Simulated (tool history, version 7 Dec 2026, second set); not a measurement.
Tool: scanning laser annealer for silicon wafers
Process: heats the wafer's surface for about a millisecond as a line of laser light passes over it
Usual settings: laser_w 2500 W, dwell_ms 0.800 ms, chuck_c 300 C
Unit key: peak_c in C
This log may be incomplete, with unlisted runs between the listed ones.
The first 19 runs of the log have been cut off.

run 20 hour=1122.3 | laser_w=2500 dwell_ms=0.800 chuck_c=338 | peak_c=1128
run 21 hour=1185.9 | laser_w=2681 dwell_ms=0.624 chuck_c=279 | peak_c=1046
run 22 hour=1224.5 | laser_w=2265 dwell_ms=0.800 chuck_c=300 | peak_c=1000
run 23 hour=1300.0 | laser_w=2358 dwell_ms=0.800 chuck_c=296 | peak_c=1031
-- hour=1309.7 window over the wafer cleaned
run 24 hour=1353.8 | laser_w=2358 dwell_ms=0.800 chuck_c=296 | peak_c=1033
run 25 hour=1426.8 | laser_w=2500 dwell_ms=0.871 chuck_c=281 | peak_c=1105
run 26 hour=1484.8 | laser_w=2271 dwell_ms=0.813 chuck_c=326 | peak_c=1032
run 27 hour=1532.7 | laser_w=2615 dwell_ms=0.813 chuck_c=329 | peak_c=1172
run 28 hour=1602.0 | laser_w=2615 dwell_ms=0.813 chuck_c=264 | peak_c=1105
run 29 hour=1656.7 | laser_w=2272 dwell_ms=0.765 chuck_c=300 | peak_c=992
run 30 hour=1704.7 | laser_w=2272 dwell_ms=0.799 chuck_c=287 | peak_c=991
run 31 hour=1743.6 | laser_w=2500 dwell_ms=0.637 chuck_c=300 | peak_c=1010
run 32 hour=1777.9 | laser_w=2500 dwell_ms=0.621 chuck_c=281 | peak_c=984
run 33 hour=1857.5 | laser_w=2500 dwell_ms=0.565 chuck_c=300 | peak_c=972
run 34 hour=1908.8 | laser_w=2283 dwell_ms=0.732 chuck_c=338 | peak_c=1015

Forecast each of these 4 alternatives for the next run:
run A hour=1990.7 | laser_w=2285 dwell_ms=0.832 chuck_c=328 | peak_c=?
run B hour=1990.7 | laser_w=2500 dwell_ms=0.719 chuck_c=294 | peak_c=?
run C hour=1990.7 | laser_w=2590 dwell_ms=0.773 chuck_c=265 | peak_c=?
run D hour=1990.7 | laser_w=2246 dwell_ms=0.928 chuck_c=338 | peak_c=?

run=A peak_c=1052
run=B peak_c=1044
run=C peak_c=1076
run=D peak_c=1083
Take away the tool's hidden state, keep each run's random variation, and the runs would have read:
run=A peak_c=1053
run=B peak_c=1044
run=C peak_c=1077
run=D peak_c=1083
